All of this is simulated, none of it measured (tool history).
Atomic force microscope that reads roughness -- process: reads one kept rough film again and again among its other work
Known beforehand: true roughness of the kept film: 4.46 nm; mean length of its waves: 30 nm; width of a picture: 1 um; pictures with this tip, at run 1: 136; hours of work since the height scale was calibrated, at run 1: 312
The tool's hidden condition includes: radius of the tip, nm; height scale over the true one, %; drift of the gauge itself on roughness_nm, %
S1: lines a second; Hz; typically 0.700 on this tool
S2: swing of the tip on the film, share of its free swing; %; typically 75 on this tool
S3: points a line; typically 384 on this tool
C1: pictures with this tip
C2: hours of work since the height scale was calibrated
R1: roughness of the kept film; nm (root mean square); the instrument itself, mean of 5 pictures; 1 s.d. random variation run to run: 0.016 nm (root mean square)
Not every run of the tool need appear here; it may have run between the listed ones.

| run | day | S1 | S2 | S3 | C1 | C2 | R1 |
|---|---|---|---|---|---|---|---|
| 1 | 0.000 | 0.700 | 75 | 384 | 136 | 312 | 3.264 |
| 2 | 1.329 | 0.700 | 75 | 384 | 186 | 332 | 3.081 |
| 3 | 2.383 | 0.700 | 76 | 384 | 226 | 347 | 2.969 |
| 4 | 3.246 | 0.700 | 75 | 384 | 258 | 360 | 2.866 |
|  | 4.083 | new tip fitted |
| 5 | 4.592 | 0.942 | 75 | 384 | 19 | 379 | 3.647 |
| 6 | 6.083 | 0.942 | 75 | 384 | 75 | 401 | 3.405 |
| 7 | 7.333 | 0.942 | 75 | 384 | 121 | 419 | 3.210 |
| 8 | 8.417 | 0.942 | 75 | 464 | 162 | 435 | 3.089 |
| 9 | 9.733 | 0.942 | 75 | 464 | 211 | 455 | 2.952 |
| 10 | 10.925 | 0.700 | 63 | 384 | 256 | 472 | 2.934 |
|  | 11.838 | new tip fitted |
| 11 | 12.333 | 0.700 | 63 | 384 | 18 | 492 | 3.772 |
| 12 | 13.733 | 0.700 | 75 | 384 | 71 | 513 | 3.486 |
| 13 | 15.050 | 0.700 | 75 | 384 | 120 | 532 | 3.293 |
| 14 | 16.054 | 0.700 | 75 | 384 | 158 | 547 | 3.172 |
| 15 | 17.250 | 0.700 | 75 | 384 | 203 | 564 | 3.043 |
|  | 17.404 | height scale calibrated on a step standard |
| 16 | 18.504 | 0.700 | 75 | 384 | 248 | 16 | 2.940 |
| 17 | 19.167 | 0.686 | 57 | 548 | 273 | 26 | 2.919 |
|  | 19.558 | new tip fitted |
| 18 | 20.667 | 0.835 | 78 | 842 | 42 | 47 | 3.584 |
| 19 | 22.146 | 1.147 | 78 | 842 | 97 | 69 | 3.272 |
|  | 22.771 | height scale calibrated on a step standard, once more |
| 20 | 23.221 | 3.127 | 85 | 602 | 136 | 7 | 2.578 |
| 21 | 24.142 | 1.928 | 56 | 602 | 171 | 20 | 3.129 |
| 22 | 25.258 | 0.942 | 78 | 359 | 212 | 36 | 2.870 |
| 23 | 26.521 | 0.975 | 69 | 995 | 260 | 55 | 2.862 |
|  | 27.279 | new tip fitted |
| 24 | 27.279 | 0.700 | 75 | 615 | 0 | 66 | 3.765 |

A few steps of R1 between consecutive runs. Split each: what settings, incoming material and random variation would produce without the hidden state, and what is left over for the hidden state, along with gauge scatter present in only one of the two compared results (measured, and without hidden state):
Run 10 -> 11: new tip fitted. R1 +0.838 nm (root mean square): hidden state +0.831, all else +0.007.
Run 23 -> 24: S1 0.975 -> 0.700, S2 69 -> 75, S3 995 -> 615, new tip fitted. R1 +0.903 nm (root mean square): hidden state +0.929, all else -0.026.
